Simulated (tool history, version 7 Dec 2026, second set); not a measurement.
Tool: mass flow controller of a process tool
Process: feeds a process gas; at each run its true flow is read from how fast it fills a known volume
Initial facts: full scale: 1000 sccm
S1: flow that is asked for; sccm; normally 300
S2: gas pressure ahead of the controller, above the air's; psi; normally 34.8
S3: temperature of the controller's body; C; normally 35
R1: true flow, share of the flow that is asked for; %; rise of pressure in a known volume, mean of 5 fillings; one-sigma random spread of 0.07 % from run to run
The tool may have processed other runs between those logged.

Run 1, day 0: usual settings. Result: R1 99.76 %.
Run 2, day 13.492: usual settings but S1 364 sccm. Result: R1 99.57 %.
Run 3, day 21.567: usual settings but S1 364 sccm. Result: R1 99.67 %.
Run 4, day 31.471: usual settings but S3 29 C. Result: R1 100.74 %.
Run 5, day 44.029: usual settings but S3 29 C. Result: R1 100.82 %.
Run 6, day 58.179: usual settings but S3 31 C. Result: R1 100.72 %.
Run 7, day 67.104: usual settings but S3 31 C. Result: R1 100.81 %.
Run 8, day 84.329: usual settings but S1 937 sccm. Result: R1 100.39 %.
At day 85.433: controller's zero set anew.
Run 9, day 99.288: usual settings but S1 937 sccm. Result: R1 100.54 %.
Run 10, day 112.146: usual settings but S1 937 sccm. Result: R1 100.64 %.
Run 11, day 122.779: usual settings but S1 937 sccm. Result: R1 100.67 %.
Run 12, day 132.254: usual settings but S1 940 sccm, S2 23.5 psi, S3 23 C. Result: R1 101.77 %.
Run 13, day 145.75: usual settings but S1 215 sccm, S2 32.9 psi, S3 24 C. Result: R1 103.8 %.
Run 14, day 156.258: usual settings but S1 922 sccm, S2 32.9 psi, S3 22 C. Result: R1 102.17 %.
At day 162.467: controller's zero set anew, once more.
Run 15, day 173.288: usual settings but S1 922 sccm, S2 32.9 psi, S3 22 C. Result: R1 101.25 %.
Run 16, day 186.938: usual settings but S1 922 sccm, S2 32.9 psi, S3 22 C. Result: R1 101.25 %.
Run 17, day 196.779: usual settings but S1 922 sccm, S2 32.9 psi, S3 22 C. Result: R1 101.4 %.
Run 18, day 210.533: usual settings but S1 922 sccm, S2 32.9 psi, S3 22 C. Result: R1 101.25 %.
Run 19, day 220.767: usual settings but S1 119 sccm, S2 32.9 psi, S3 22 C. Result: R1 100.45 %.
Run 20, day 230.367: usual settings but S2 24.9 psi. Result: R1 98.69 %.
Run 21, day 244.325: usual settings but S2 24.9 psi. Result: R1 98.75 %.

Each row is a separate what-if for the run after 21, all from the same tool condition, not one after another. Results?
Run A, day 254.85: usual settings but S3 22 C. Result: R1 ?.
Run B, day 254.85: usual settings but S3 23 C. Result: R1 ?.
Run C, day 254.85: usual settings but S2 37.7 psi. Result: R1 ?.
Run D, day 254.85: usual settings but S1 291 sccm, S3 27 C. Result: R1 ?.

run      R1
  A  100.43
  B  100.55
  C   99.05
  D   99.98
The same runs, with their run-to-run variation unchanged, on a tool lacking any hidden condition would have given:
run     R1
  A  98.74
  B  98.87
  C  97.37
  D  98.28
